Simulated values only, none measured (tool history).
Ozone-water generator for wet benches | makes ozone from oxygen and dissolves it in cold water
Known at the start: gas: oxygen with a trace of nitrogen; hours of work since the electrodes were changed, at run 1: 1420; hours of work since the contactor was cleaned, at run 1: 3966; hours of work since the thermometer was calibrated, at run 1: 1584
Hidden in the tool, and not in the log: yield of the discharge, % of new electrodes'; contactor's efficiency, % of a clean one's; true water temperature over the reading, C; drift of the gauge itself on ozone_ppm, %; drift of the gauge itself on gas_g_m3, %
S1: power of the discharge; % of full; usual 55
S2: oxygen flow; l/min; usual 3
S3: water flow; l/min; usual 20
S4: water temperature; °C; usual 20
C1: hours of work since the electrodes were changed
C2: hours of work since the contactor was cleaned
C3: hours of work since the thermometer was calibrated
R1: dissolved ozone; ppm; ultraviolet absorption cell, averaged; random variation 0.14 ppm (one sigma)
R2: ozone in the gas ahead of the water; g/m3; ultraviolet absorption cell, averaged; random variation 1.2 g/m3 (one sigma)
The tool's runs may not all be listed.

run,hour,S1,S2,S3,S4,C1,C2,C3,R1,R2
1,0,55,3,20,20,1420,3966,1584,15.9,207.5
2,60.2,55,3,20,20,1461,4007,1624,15.7,208.6
3,102,55,3,20,20,1489,4034,1652,15.6,206.9
4,145.5,55,3,20,20,1518,4064,1682,15.7,207.6
5,195.1,55,3,20,20,1551,4097,1715,15.7,206.4
6,242.5,55,3,20,20,1583,4128,1746,15.6,207.8
7,302.5,55,3.03,20,20,1623,4169,1787,15.8,206.6
8,332.2,55,3.03,20,20,1643,4188,1806,15.7,206.9
9,389.4,55,3,20,20,1681,4227,1845,15.4,206.7
10,449.4,55,3,20,16,1721,4267,1885,16.1,207.5
11,511.2,55,3,20,16,1762,4308,1926,16,208.1
12,558.2,55,3,20,16,1794,4340,1958,15.8,205.1
13,606.3,55,3,13,20,1826,4372,1990,21.5,203.9
14,662.6,55,3,20,17,1864,4410,2028,15.8,205.8
15,723.4,55,3,20,17,1904,4450,2068,15.9,204.3
16,773.8,55,3,20,20,1938,4484,2102,15.5,204.4
17,838.1,55,3,20,20,1981,4527,2145,15.2,203.8
18,877.9,55,3,20,20,2008,4554,2172,15.1,203.6
19,923.4,55,3.98,20,17,2038,4584,2202,16.3,177.3
20,954.4,55,3.98,20,17,2059,4605,2223,16.4,177.4
21,1006.6,80,3.98,20,17,2094,4640,2258,22.4,240.1
22,1049.3,55,1.5,20,23,2123,4668,2286,12.5,286.5
23,1082.9,55,1.5,20,23,2145,4691,2309,12.7,285.7
24,1125.5,55,1.5,20,23,2174,4719,2337,12.6,286.7
25,1175,55,1.5,20,23,2207,4753,2370,12.4,282.9
26,1233.2,55,1.5,20,23,2246,4791,2409,12.3,284.6
27,1278,53,1.73,12,17,2276,4821,2439,20.7,256.2
28,1319.7,52,1.73,12,19,2304,4849,2467,20.2,251.8
29,1361.5,69,2.64,27,19,2331,4877,2495,13.8,257.1
30,1415.9,85,5.2,21,19,2368,4914,2532,22.6,220.1
31,1473.2,85,3.15,23,24,2406,4952,2570,18.3,280.8
32,1519.1,83,4.17,23,13,2437,4983,2601,21,240.5

Forecast each of these 3 alternatives for the next run:
A,1558.8,89,1.6,19,20,2464,5009,2627,?,?
B,1558.8,55,3,20,19,2464,5009,2627,?,?
C,1558.8,55,3,26,27,2464,5009,2627,?,?

run,R1,R2
A,19.6,404.4
B,14.9,201.8
C,11.2,202.4
Without the tool's hidden state the same runs would have given:
run,R1,R2
A,24,458.6
B,17.5,219.3
C,13.3,219.8
